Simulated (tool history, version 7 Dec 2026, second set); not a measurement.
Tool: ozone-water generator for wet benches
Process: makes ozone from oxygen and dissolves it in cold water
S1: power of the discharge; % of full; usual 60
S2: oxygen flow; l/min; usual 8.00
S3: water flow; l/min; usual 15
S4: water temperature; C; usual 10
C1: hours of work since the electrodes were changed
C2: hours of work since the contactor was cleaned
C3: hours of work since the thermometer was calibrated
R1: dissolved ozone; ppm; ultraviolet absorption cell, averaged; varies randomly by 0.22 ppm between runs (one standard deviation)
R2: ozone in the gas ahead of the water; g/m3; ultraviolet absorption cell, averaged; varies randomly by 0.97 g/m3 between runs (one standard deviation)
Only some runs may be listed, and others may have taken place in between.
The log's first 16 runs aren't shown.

{"run": 17, "day": 21.796, "S1": 60, "S2": 8.0, "S3": 15, "S4": 10, "C1": 478, "C2": 277, "C3": 1524, "R1": 31.8, "R2": 164.9}
{"run": 18, "day": 22.758, "S1": 60, "S2": 12.0, "S3": 15, "S4": 5, "C1": 494, "C2": 292, "C3": 1540, "R1": 33.7, "R2": 133.4}
{"run": 19, "day": 24.021, "S1": 60, "S2": 7.04, "S3": 15, "S4": 8, "C1": 514, "C2": 312, "C3": 1560, "R1": 33.5, "R2": 173.3}
{"run": 20, "day": 25.692, "S1": 53, "S2": 10.91, "S3": 16, "S4": 10, "C1": 541, "C2": 339, "C3": 1587, "R1": 27.1, "R2": 127.2}
{"run": 21, "day": 26.488, "S1": 98, "S2": 5.64, "S3": 16, "S4": 14, "C1": 553, "C2": 352, "C3": 1599, "R1": 42.1, "R2": 284.4}
{"run": 22, "day": 27.338, "S1": 47, "S2": 5.13, "S3": 15, "S4": 8, "C1": 567, "C2": 365, "C3": 1613, "R1": 27.2, "R2": 168.3}
{"run": 23, "day": 28.933, "S1": 47, "S2": 5.13, "S3": 15, "S4": 8, "C1": 592, "C2": 391, "C3": 1638, "R1": 27.0, "R2": 169.5}
{"run": 24, "day": 29.712, "S1": 47, "S2": 5.9, "S3": 15, "S4": 7, "C1": 605, "C2": 403, "C3": 1651, "R1": 27.9, "R2": 157.8}
{"run": 25, "day": 31.05, "S1": 47, "S2": 5.9, "S3": 15, "S4": 7, "C1": 626, "C2": 424, "C3": 1672, "R1": 27.6, "R2": 156.5}
{"run": 26, "day": 32.421, "S1": 52, "S2": 12.4, "S3": 15, "S4": 10, "C1": 648, "C2": 446, "C3": 1694, "R1": 27.2, "R2": 117.3}
{"run": 27, "day": 33.496, "S1": 44, "S2": 8.0, "S3": 11, "S4": 6, "C1": 665, "C2": 463, "C3": 1711, "R1": 32.8, "R2": 126.9}
{"run": 28, "day": 34.708, "S1": 43, "S2": 8.0, "S3": 15, "S4": 10, "C1": 684, "C2": 483, "C3": 1731, "R1": 24.6, "R2": 125.2}
{"run": 29, "day": 36.242, "S1": 79, "S2": 8.0, "S3": 9, "S4": 10, "C1": 709, "C2": 507, "C3": 1755, "R1": 52.0, "R2": 201.1}
{"run": 30, "day": 37.588, "S1": 68, "S2": 8.0, "S3": 14, "S4": 7, "C1": 730, "C2": 529, "C3": 1776, "R1": 38.5, "R2": 181.3}
{"run": 31, "day": 38.512, "S1": 68, "S2": 8.0, "S3": 14, "S4": 7, "C1": 745, "C2": 544, "C3": 1791, "R1": 38.7, "R2": 178.2}
{"run": 32, "day": 39.396, "S1": 68, "S2": 8.0, "S3": 14, "S4": 10, "C1": 759, "C2": 558, "C3": 1805, "R1": 36.3, "R2": 178.3}

Forecast each of these 4 alternatives for the next run:
{"run": "A", "day": 40.383, "S1": 59, "S2": 8.0, "S3": 14, "S4": 8, "C1": 775, "C2": 573, "C3": 1821, "R1": "?", "R2": "?"}
{"run": "B", "day": 40.383, "S1": 48, "S2": 9.46, "S3": 14, "S4": 17, "C1": 775, "C2": 573, "C3": 1821, "R1": "?", "R2": "?"}
{"run": "C", "day": 40.383, "S1": 97, "S2": 8.0, "S3": 15, "S4": 6, "C1": 775, "C2": 573, "C3": 1821, "R1": "?", "R2": "?"}
{"run": "D", "day": 40.383, "S1": 50, "S2": 14.05, "S3": 12, "S4": 10, "C1": 775, "C2": 573, "C3": 1821, "R1": "?", "R2": "?"}

run=A R1=33.7 R2=159.2
run=B R1=23.7 R2=126.2
run=C R1=49.2 R2=234.6
run=D R1=28.8 R2=106.7
Without the tool's unlogged condition, the same runs would have read:
run=A R1=34.7 R2=162.7
run=B R1=24.3 R2=128.5
run=C R1=51.2 R2=242.2
run=D R1=29.5 R2=108.8
